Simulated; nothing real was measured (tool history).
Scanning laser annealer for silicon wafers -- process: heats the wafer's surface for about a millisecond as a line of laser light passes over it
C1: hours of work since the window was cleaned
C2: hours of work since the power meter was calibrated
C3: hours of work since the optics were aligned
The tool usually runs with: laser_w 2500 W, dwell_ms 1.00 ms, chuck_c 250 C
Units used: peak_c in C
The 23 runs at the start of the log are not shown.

{"run": 24, "hour": 853.0, "laser_w": 2251, "dwell_ms": 1.18, "chuck_c": 262, "C1": 271, "C2": 847, "C3": 1389, "peak_c": 937}
{"run": 25, "hour": 900.0, "laser_w": 2747, "dwell_ms": 0.83, "chuck_c": 222, "C1": 302, "C2": 878, "C3": 1420, "peak_c": 930}
{"run": 26, "hour": 945.7, "laser_w": 2167, "dwell_ms": 1.0, "chuck_c": 225, "C1": 332, "C2": 907, "C3": 1450, "peak_c": 805}
{"run": 27, "hour": 967.2, "laser_w": 2582, "dwell_ms": 1.25, "chuck_c": 220, "C1": 346, "C2": 921, "C3": 1464, "peak_c": 1029}
{"hour": 1017.1, "done": "window over the wafer cleaned"}
{"run": 28, "hour": 1020.3, "laser_w": 2582, "dwell_ms": 1.02, "chuck_c": 264, "C1": 2, "C2": 955, "C3": 1497, "peak_c": 1038}
{"run": 29, "hour": 1045.5, "laser_w": 2519, "dwell_ms": 0.78, "chuck_c": 244, "C1": 19, "C2": 971, "C3": 1513, "peak_c": 892}
{"run": 30, "hour": 1068.2, "laser_w": 2561, "dwell_ms": 0.85, "chuck_c": 244, "C1": 33, "C2": 986, "C3": 1528, "peak_c": 933}
{"run": 31, "hour": 1097.1, "laser_w": 2561, "dwell_ms": 0.85, "chuck_c": 244, "C1": 52, "C2": 1005, "C3": 1547, "peak_c": 932}
{"run": 32, "hour": 1145.2, "laser_w": 2561, "dwell_ms": 0.8, "chuck_c": 244, "C1": 84, "C2": 1036, "C3": 1578, "peak_c": 906}
{"run": 33, "hour": 1190.3, "laser_w": 2500, "dwell_ms": 1.0, "chuck_c": 250, "C1": 113, "C2": 1065, "C3": 1608, "peak_c": 971}
{"run": 34, "hour": 1224.0, "laser_w": 2500, "dwell_ms": 1.0, "chuck_c": 250, "C1": 135, "C2": 1087, "C3": 1630, "peak_c": 967}
{"hour": 1240.7, "done": "optics aligned, line set to its width"}
{"run": 35, "hour": 1267.9, "laser_w": 2409, "dwell_ms": 1.08, "chuck_c": 255, "C1": 160, "C2": 1113, "C3": 18, "peak_c": 974}

Each row is a separate what-if for the run after 35, all from the same tool condition, not one after another. Results?
{"run": "A", "hour": 1302.6, "laser_w": 2136, "dwell_ms": 1.0, "chuck_c": 250, "C1": 183, "C2": 1135, "C3": 40, "peak_c": "?"}
{"run": "B", "hour": 1302.6, "laser_w": 2260, "dwell_ms": 1.08, "chuck_c": 283, "C1": 183, "C2": 1135, "C3": 40, "peak_c": "?"}
{"run": "C", "hour": 1302.6, "laser_w": 2335, "dwell_ms": 1.08, "chuck_c": 280, "C1": 183, "C2": 1135, "C3": 40, "peak_c": "?"}

run=A peak_c=845
run=B peak_c=944
run=C peak_c=965
With no hidden state in the tool, these same runs would have given:
run=A peak_c=865
run=B peak_c=967
run=C peak_c=989
